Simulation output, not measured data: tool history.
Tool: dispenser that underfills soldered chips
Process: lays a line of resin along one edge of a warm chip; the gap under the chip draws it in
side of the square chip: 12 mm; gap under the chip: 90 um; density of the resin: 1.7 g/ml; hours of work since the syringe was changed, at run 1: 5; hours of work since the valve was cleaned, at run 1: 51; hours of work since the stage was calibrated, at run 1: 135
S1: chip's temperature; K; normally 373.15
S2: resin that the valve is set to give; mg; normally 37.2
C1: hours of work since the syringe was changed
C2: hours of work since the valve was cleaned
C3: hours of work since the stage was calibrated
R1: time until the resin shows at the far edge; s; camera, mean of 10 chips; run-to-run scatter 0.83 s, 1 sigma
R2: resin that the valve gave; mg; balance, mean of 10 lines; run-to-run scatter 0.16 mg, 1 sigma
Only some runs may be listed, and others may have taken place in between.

Run 1, hour 0: usual settings; C1 5; C2 51; C3 135. Result: R1 115.9 s, R2 36.18 mg.
Run 2, hour 4.9: usual settings; C1 8; C2 54; C3 138. Result: R1 143 s, R2 36.05 mg.
At hour 6.6: new syringe of resin.
Run 3, hour 9.7: usual settings but S1 362.15 K; C1 2; C2 57; C3 140. Result: R1 130 s, R2 35.84 mg.
Run 4, hour 14: usual settings but S1 362.15 K; C1 5; C2 59; C3 143. Result: R1 164 s, R2 35.94 mg.
At hour 20.5: new syringe of resin.
Run 5, hour 20.5: usual settings but S1 362.15 K; C1 0; C2 63; C3 147. Result: R1 113.4 s, R2 35.95 mg.
Run 6, hour 25.8: usual settings but S1 362.15 K; C1 3; C2 66; C3 150. Result: R1 145.9 s, R2 35.71 mg.
Run 7, hour 33.3: usual settings but S1 362.15 K; C1 8; C2 71; C3 155. Result: R1 214.7 s, R2 35.81 mg.
At hour 34.8: new syringe of resin.
Run 8, hour 42.6: usual settings; C1 5; C2 77; C3 160. Result: R1 114 s, R2 35.6 mg.
Run 9, hour 46.8: usual settings; C1 7; C2 79; C3 163. Result: R1 140.6 s, R2 35.25 mg.
At hour 48.9: new syringe of resin.
Run 10, hour 51.9: usual settings; C1 2; C2 82; C3 166. Result: R1 93.9 s, R2 35.6 mg.
Run 11, hour 57.3: usual settings but S1 372.15 K, S2 41.4 mg; C1 5; C2 86; C3 169. Result: R1 123 s, R2 39.37 mg.
At hour 60.8: dispensing valve cleaned and set on the balance.
At hour 63.9: new syringe of resin.
Run 12, hour 65.4: usual settings but S1 361.15 K, S2 43.9 mg; C1 1; C2 3; C3 174. Result: R1 126.5 s, R2 43.83 mg.
Run 13, hour 70.2: usual settings but S1 370.15 K, S2 43.9 mg; C1 4; C2 6; C3 176. Result: R1 119.2 s, R2 43.45 mg.
Run 14, hour 76.6: usual settings but S2 33.1 mg; C1 8; C2 10; C3 181. Result: R1 146.7 s, R2 32.55 mg.
At hour 78.5: new syringe of resin.
Run 15, hour 81.5: usual settings but S2 45 mg; C1 2; C2 12; C3 183. Result: R1 90.1 s, R2 44.51 mg.
Run 16, hour 86.6: usual settings but S1 383.15 K, S2 39 mg; C1 5; C2 16; C3 187. Result: R1 83.3 s, R2 38.16 mg.
At hour 92.4: new syringe of resin.
Run 17, hour 94: usual settings but S1 366.15 K, S2 44 mg; C1 1; C2 20; C3 191. Result: R1 106.2 s, R2 43.41 mg.
Run 18, hour 100.6: usual settings but S1 379.15 K, S2 42.4 mg; C1 5; C2 24; C3 195. Result: R1 97.4 s, R2 41.51 mg.
Run 19, hour 105: usual settings but S1 369.15 K, S2 42.4 mg; C1 8; C2 27; C3 198. Result: R1 164 s, R2 41.55 mg.
At hour 106.6: new syringe of resin.
Run 20, hour 111.9: usual settings but S1 367.15 K, S2 32.6 mg; C1 3; C2 31; C3 202. Result: R1 130.9 s, R2 31.75 mg.

Measured minus without-hidden-state, run by run (identical run-to-run variation in each term; gauge scatter may differ):
The hidden state here: resin's viscosity, % of fresh resin's; dose that the valve gives, % of what is set; true chip temperature over the reading, C; drift of the gauge itself on fill_s, %; drift of the gauge itself on given_mg, %.
run      R1     R2
  1   +37.2  -1.05
  2   +66.7  -1.12
  3   +19.5  -1.17
  4     +51  -1.25
  5    +1.7  -1.33
  6   +34.2   -1.4
  7  +100.7  -1.52
  8   +36.4  -1.64
  9   +62.8  -1.69
 10   +15.4  -1.76
 11   +43.9  -2.03
 12   +11.5  -0.23
 13   +32.9  -0.32
 14   +69.4  -0.32
 15   +13.8  -0.53
 16     +28  -0.52
 17    +9.5  -0.72
 18   +32.9   -0.8
 19   +76.4  -0.88
 20   +33.7  -0.75
